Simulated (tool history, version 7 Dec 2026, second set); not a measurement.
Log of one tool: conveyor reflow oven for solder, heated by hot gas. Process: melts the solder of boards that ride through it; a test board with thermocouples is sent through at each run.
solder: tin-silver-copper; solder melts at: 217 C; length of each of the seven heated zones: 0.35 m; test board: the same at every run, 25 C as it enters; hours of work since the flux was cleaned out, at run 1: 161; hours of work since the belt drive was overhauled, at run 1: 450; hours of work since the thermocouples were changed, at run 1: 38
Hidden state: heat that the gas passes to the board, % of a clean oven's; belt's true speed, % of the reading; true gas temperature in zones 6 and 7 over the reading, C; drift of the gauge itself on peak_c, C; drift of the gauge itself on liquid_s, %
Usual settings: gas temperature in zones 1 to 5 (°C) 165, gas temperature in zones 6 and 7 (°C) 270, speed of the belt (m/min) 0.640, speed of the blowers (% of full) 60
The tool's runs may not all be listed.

| run | hour | gas temperature in zones 1 to 5 (°C) | gas temperature in zones 6 and 7 (°C) | speed of the belt (m/min) | speed of the blowers (% of full) | hours of work since the flux was cleaned out | hours of work since the belt drive was overhauled | hours of work since the thermocouples were changed | highest temperature of the board (°C) | time above the solder's melting point (s) |
|---|---|---|---|---|---|---|---|---|---|---|
| 1 | 0.0 | 165 | 270 | 0.640 | 60 | 161 | 450 | 38 | 253.6 | 48.03 |
|  | 40.2 | flux residue cleaned out of gas plates and filters |
| 2 | 53.4 | 165 | 270 | 0.640 | 60 | 8 | 479 | 67 | 253.3 | 47.85 |
| 3 | 87.7 | 165 | 270 | 0.640 | 60 | 29 | 500 | 88 | 252.8 | 47.47 |
| 4 | 128.8 | 165 | 270 | 0.640 | 60 | 53 | 524 | 113 | 253.1 | 47.51 |
| 5 | 156.3 | 165 | 270 | 0.595 | 60 | 70 | 541 | 129 | 255.2 | 52.99 |
| 6 | 183.5 | 165 | 281 | 0.640 | 60 | 86 | 557 | 146 | 262.4 | 52.63 |
| 7 | 213.7 | 165 | 281 | 0.640 | 60 | 104 | 575 | 164 | 262.6 | 52.52 |
| 8 | 245.1 | 165 | 281 | 0.640 | 60 | 123 | 594 | 183 | 262.3 | 52.65 |
| 9 | 294.3 | 165 | 281 | 0.640 | 60 | 153 | 624 | 212 | 262.5 | 52.47 |
|  | 304.3 | flux residue cleaned out of gas plates and filters, once more |
| 10 | 328.3 | 165 | 270 | 0.582 | 60 | 14 | 641 | 230 | 256.9 | 55.59 |
| 11 | 370.9 | 165 | 270 | 0.640 | 60 | 40 | 667 | 255 | 253.9 | 48.22 |
| 12 | 397.6 | 165 | 270 | 0.640 | 60 | 56 | 683 | 271 | 253.8 | 48.20 |
| 13 | 432.2 | 165 | 270 | 0.640 | 60 | 77 | 704 | 292 | 253.7 | 48.15 |
| 14 | 474.3 | 165 | 270 | 0.640 | 60 | 102 | 729 | 317 | 253.7 | 48.01 |
| 15 | 513.4 | 165 | 270 | 0.640 | 60 | 126 | 752 | 341 | 253.2 | 48.05 |
| 16 | 558.9 | 168 | 270 | 0.640 | 60 | 153 | 780 | 368 | 253.7 | 49.14 |
| 17 | 583.1 | 168 | 273 | 0.640 | 60 | 168 | 794 | 383 | 256.4 | 50.50 |
|  | 611.1 | flux residue cleaned out of gas plates and filters |
| 18 | 627.0 | 174 | 270 | 0.632 | 57 | 10 | 818 | 406 | 254.6 | 52.16 |
| 19 | 650.0 | 174 | 270 | 0.632 | 57 | 23 | 832 | 420 | 254.5 | 51.78 |
| 20 | 677.9 | 174 | 258 | 0.632 | 85 | 40 | 848 | 437 | 248.3 | 49.90 |
| 21 | 718.9 | 174 | 258 | 0.632 | 85 | 65 | 873 | 462 | 248.2 | 49.65 |

The next listed run, before its measurement:
| 22 | 748.2 | 159 | 276 | 0.515 | 51 | 82 | 891 | 479 | ? | ? |

highest temperature of the board (°C): 262.6
time above the solder's melting point (s): 65.22
Without the tool's hidden state the same run would have given highest temperature of the board (°C) 263.5, time above the solder's melting point (s) 64.95.
